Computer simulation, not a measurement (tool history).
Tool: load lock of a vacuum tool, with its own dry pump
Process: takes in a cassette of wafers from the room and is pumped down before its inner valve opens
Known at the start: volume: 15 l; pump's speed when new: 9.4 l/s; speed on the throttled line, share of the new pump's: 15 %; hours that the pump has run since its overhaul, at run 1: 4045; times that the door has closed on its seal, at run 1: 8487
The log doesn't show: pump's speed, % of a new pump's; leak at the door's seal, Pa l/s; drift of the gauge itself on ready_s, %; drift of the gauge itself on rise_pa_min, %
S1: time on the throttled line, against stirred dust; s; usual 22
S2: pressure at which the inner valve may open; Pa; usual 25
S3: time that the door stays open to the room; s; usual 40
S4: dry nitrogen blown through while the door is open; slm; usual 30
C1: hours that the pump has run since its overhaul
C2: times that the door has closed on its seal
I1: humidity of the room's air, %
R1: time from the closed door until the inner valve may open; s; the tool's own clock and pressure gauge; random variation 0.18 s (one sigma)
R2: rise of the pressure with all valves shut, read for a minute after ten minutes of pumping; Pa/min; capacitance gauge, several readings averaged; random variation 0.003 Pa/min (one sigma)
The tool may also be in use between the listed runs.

run 1 hour=0 | S1=22 S2=25 S3=40 S4=30 | C1=4045 C2=8487 | I1=43.3 | R1=32.4 R2=0.053
run 2 hour=285.2 | S1=15 S2=25 S3=40 S4=30 | C1=4330 C2=9198 | I1=43.3 | R1=26.2 R2=0.052
run 3 hour=571.7 | S1=22 S2=25 S3=40 S4=30 | C1=4617 C2=9913 | I1=44 | R1=32.6 R2=0.065
run 4 hour=901 | S1=22 S2=25 S3=40 S4=30 | C1=4946 C2=10734 | I1=44.7 | R1=32.3 R2=0.065
run 5 hour=1377.9 | S1=22 S2=25 S3=40 S4=30 | C1=5423 C2=11923 | I1=46.9 | R1=32.6 R2=0.077
run 6 hour=1631.9 | S1=22 S2=25 S3=40 S4=30 | C1=5677 C2=12556 | I1=47.8 | R1=32.7 R2=0.078
run 7 hour=1864 | S1=22 S2=36 S3=40 S4=30 | C1=5909 C2=13135 | I1=45.9 | R1=32 R2=0.076
run 8 hour=2276.9 | S1=22 S2=36 S3=73 S4=30 | C1=6322 C2=14164 | I1=42.3 | R1=32 R2=0.092
run 9 hour=2710.1 | S1=22 S2=25 S3=169 S4=30 | C1=6755 C2=15245 | I1=44.4 | R1=32.9 R2=0.113
run 10 hour=3027.1 | S1=22 S2=25 S3=40 S4=30 | C1=7072 C2=16035 | I1=46.4 | R1=32.5 R2=0.097
run 11 hour=3255.5 | S1=16 S2=25 S3=78 S4=8 | C1=7301 C2=16604 | I1=45.2 | R1=28.1 R2=0.145
run 12 hour=3501.3 | S1=16 S2=25 S3=78 S4=8 | C1=7546 C2=17217 | I1=44.8 | R1=28 R2=0.149
run 13 hour=3835 | S1=17 S2=49 S3=32 S4=8 | C1=7880 C2=18049 | I1=45.3 | R1=27.4 R2=0.128
run 14 hour=4117.4 | S1=35 S2=25 S3=40 S4=7 | C1=8162 C2=18753 | I1=47.2 | R1=43.4 R2=0.139
run 15 hour=4572.3 | S1=22 S2=25 S3=40 S4=5 | C1=8617 C2=19887 | I1=45.4 | R1=32.7 R2=0.152
run 16 hour=4932.6 | S1=22 S2=25 S3=40 S4=5 | C1=8978 C2=20786 | I1=48.1 | R1=33.3 R2=0.168
run 17 hour=5367.4 | S1=22 S2=25 S3=40 S4=5 | C1=9413 C2=21870 | I1=46.4 | R1=33.2 R2=0.171
run 18 hour=5692.8 | S1=22 S2=25 S3=55 S4=4 | C1=9738 C2=22681 | I1=42.9 | R1=33.1 R2=0.185
run 19 hour=6067 | S1=16 S2=25 S3=40 S4=30 | C1=10112 C2=23614 | I1=44.5 | R1=28.4 R2=0.152
run 20 hour=6297 | S1=42 S2=20 S3=108 S4=33 | C1=10342 C2=24188 | I1=40.6 | R1=50.2 R2=0.164

Forecast each of these 5 alternatives for the next run:
run A hour=6747.9 | S1=22 S2=25 S3=40 S4=7 | C1=10793 C2=25312 | I1=44.8 | R1=? R2=?
run B hour=6747.9 | S1=38 S2=23 S3=108 S4=34 | C1=10793 C2=25312 | I1=44.3 | R1=? R2=?
run C hour=6747.9 | S1=22 S2=24 S3=148 S4=10 | C1=10793 C2=25312 | I1=48.2 | R1=? R2=?
run D hour=6747.9 | S1=42 S2=50 S3=55 S4=7 | C1=10793 C2=25312 | I1=45.2 | R1=? R2=?
run E hour=6747.9 | S1=42 S2=21 S3=92 S4=33 | C1=10793 C2=25312 | I1=44.5 | R1=? R2=?

run=A R1=33.3 R2=0.188
run=B R1=46.5 R2=0.178
run=C R1=33.3 R2=0.227
run=D R1=48.5 R2=0.195
run=E R1=50.5 R2=0.177
Without the tool's hidden state the same runs would have given:
run=A R1=32 R2=0.05
run=B R1=45.6 R2=0.041
run=C R1=32 R2=0.091
run=D R1=47.8 R2=0.061
run=E R1=49.6 R2=0.038
